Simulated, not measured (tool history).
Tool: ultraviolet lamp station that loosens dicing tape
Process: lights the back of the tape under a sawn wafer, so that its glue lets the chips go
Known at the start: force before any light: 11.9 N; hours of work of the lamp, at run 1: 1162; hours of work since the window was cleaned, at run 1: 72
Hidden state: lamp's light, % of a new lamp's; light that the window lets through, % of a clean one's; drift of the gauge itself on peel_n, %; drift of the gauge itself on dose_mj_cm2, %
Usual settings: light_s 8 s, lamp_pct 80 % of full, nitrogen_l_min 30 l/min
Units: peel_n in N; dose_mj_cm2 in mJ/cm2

run,hour,light_s,lamp_pct,nitrogen_l_min,hours of work of the lamp,hours of work since the window was cleaned,peel_n,dose_mj_cm2
1,0.0,8,80,30,1162,72,1.443,233
2,72.8,8,80,30,1200,110,1.453,228
3,117.3,8,70,30,1223,133,1.974,195
4,173.8,8,70,30,1252,162,2.051,190
5,219.6,15,70,30,1275,185,0.550,351
6,275.0,8,80,16,1303,213,2.778,214
# hour 303.4: window cleaned of glue's vapour
7,357.2,8,80,40,1345,28,1.545,199
# hour 387.6: lamp changed
8,418.0,8,80,48,16,58,0.835,253
9,475.0,11,80,30,45,87,0.624,331
10,555.1,11,80,30,86,128,0.683,331
# hour 597.3: window cleaned of glue's vapour, once more
11,620.4,8,80,30,119,12,0.866,297
12,660.6,8,80,30,140,32,0.872,294
13,697.6,14,65,12,159,51,1.059,408
14,750.1,14,65,12,185,78,1.045,403
15,816.9,14,65,12,220,113,1.103,396
16,905.4,4,85,55,265,158,2.190,144
17,976.9,15,61,13,302,194,1.144,379
18,1036.9,8,80,12,332,225,2.458,258
# hour 1042.1: window cleaned of glue's vapour
19,1090.2,12,69,30,359,25,0.533,360
20,1153.3,12,69,30,392,57,0.550,357
21,1208.8,10,69,25,420,85,1.071,288
22,1294.0,5,92,46,464,129,1.586,193
23,1342.0,8,78,46,488,154,0.837,255

The same runs without the tool's hidden state, with the same run-to-run variation:
run,peel_n,dose_mj_cm2
1,0.812,304
2,0.775,304
3,1.093,265
4,1.095,264
5,0.244,495
6,1.510,306
7,0.603,303
8,0.519,307
9,0.366,412
10,0.374,422
11,0.803,306
12,0.788,307
13,0.932,431
14,0.889,433
15,0.897,434
16,1.783,163
17,0.824,438
18,1.865,305
19,0.435,391
20,0.425,395
21,0.811,325
22,1.171,223
23,0.555,301

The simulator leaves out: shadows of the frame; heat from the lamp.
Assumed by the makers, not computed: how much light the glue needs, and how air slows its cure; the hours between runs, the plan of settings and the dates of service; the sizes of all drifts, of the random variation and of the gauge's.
